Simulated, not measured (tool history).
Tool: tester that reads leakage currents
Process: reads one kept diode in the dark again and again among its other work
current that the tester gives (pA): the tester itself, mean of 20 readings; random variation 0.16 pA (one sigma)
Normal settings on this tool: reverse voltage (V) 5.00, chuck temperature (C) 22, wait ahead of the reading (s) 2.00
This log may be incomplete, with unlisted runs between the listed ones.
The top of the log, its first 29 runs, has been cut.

| run | day | reverse voltage (V) | chuck temperature (C) | wait ahead of the reading (s) | current that the tester gives (pA) |
|---|---|---|---|---|---|
| 30 | 99.554 | 3.33 | 45 | 5.72 | 239.18 |
| 31 | 103.375 | 7.10 | 54 | 0.56 | 625.02 |
| 32 | 106.504 | 3.29 | 28 | 1.59 | 73.93 |
| 33 | 109.142 | 5.00 | 26 | 0.40 | 83.08 |
| 34 | 111.512 | 5.00 | 26 | 0.40 | 82.99 |
| 35 | 115.700 | 18.69 | 36 | 0.42 | 326.77 |
| 36 | 119.483 | 5.00 | 49 | 2.00 | 390.99 |
| 37 | 122.212 | 5.00 | 22 | 1.50 | 61.86 |
| 38 | 124.362 | 5.00 | 22 | 1.50 | 61.57 |

Consider 3 possible next runs. They are alternatives, not a sequence: every one starts from the tool as it was left by run 38. What does each give?
| A | 128.271 | 5.00 | 41 | 2.00 | ? |
| B | 128.271 | 5.00 | 22 | 2.44 | ? |
| C | 128.271 | 5.00 | 26 | 0.50 | ? |

| run | current that the tester gives (pA) |
|---|---|
| A | 233.96 |
| B | 62.24 |
| C | 85.75 |
Without the tool's hidden state the same runs would have given:
| run | current that the tester gives (pA) |
|---|---|
| A | 207.79 |
| B | 52.00 |
| C | 73.44 |
